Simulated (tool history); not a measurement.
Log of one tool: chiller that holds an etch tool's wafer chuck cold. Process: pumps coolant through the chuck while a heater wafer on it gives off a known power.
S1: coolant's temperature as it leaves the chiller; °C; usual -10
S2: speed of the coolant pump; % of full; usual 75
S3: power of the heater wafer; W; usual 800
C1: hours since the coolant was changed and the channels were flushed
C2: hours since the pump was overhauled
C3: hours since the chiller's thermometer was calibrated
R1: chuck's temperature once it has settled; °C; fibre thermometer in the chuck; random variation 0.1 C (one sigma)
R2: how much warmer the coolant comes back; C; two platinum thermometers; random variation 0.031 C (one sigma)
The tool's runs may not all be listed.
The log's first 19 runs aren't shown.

run,hour,S1,S2,S3,C1,C2,C3,R1,R2
20,934.9,-10,75,773,376,3195,5297,-1.5,3.12
21,993.3,-10,73,1180,434,3253,5355,2.7,4.89
22,1031.8,-17,88,450,473,3292,5394,-12.4,1.59
23,1094.7,-14,91,403,536,3355,5457,-10.1,1.30
24,1133.4,-15,91,676,574,3393,5495,-8.3,2.26
25,1188.8,-15,67,676,630,3449,5551,-6.7,3.11
# hour 1208.3: chiller's thermometer calibrated
26,1231.5,-10,75,678,671,3490,23,-3.0,2.83
27,1274.9,-4,71,658,715,3534,67,3.0,2.83
28,1330.6,-10,75,659,770,3590,122,-3.3,2.77
29,1391.8,-10,79,499,832,3651,184,-5.2,1.98
30,1437.8,-10,79,499,878,3697,230,-5.2,1.93

4 ways to go on from here, each from the tool as it stands after run 30. What would each give?
A,1486.5,-10,79,724,926,3745,278,?,?
B,1486.5,-1,72,477,926,3745,278,?,?
C,1486.5,-20,66,416,926,3745,278,?,?
D,1486.5,-13,87,758,926,3745,278,?,?

run,R1,R2
A,-2.8,2.80
B,4.0,1.99
C,-15.1,2.02
D,-6.0,2.68
Without the tool's hidden state the same runs would have given:
run,R1,R2
A,-3.7,2.48
B,3.4,1.75
C,-15.7,1.79
D,-6.8,2.38
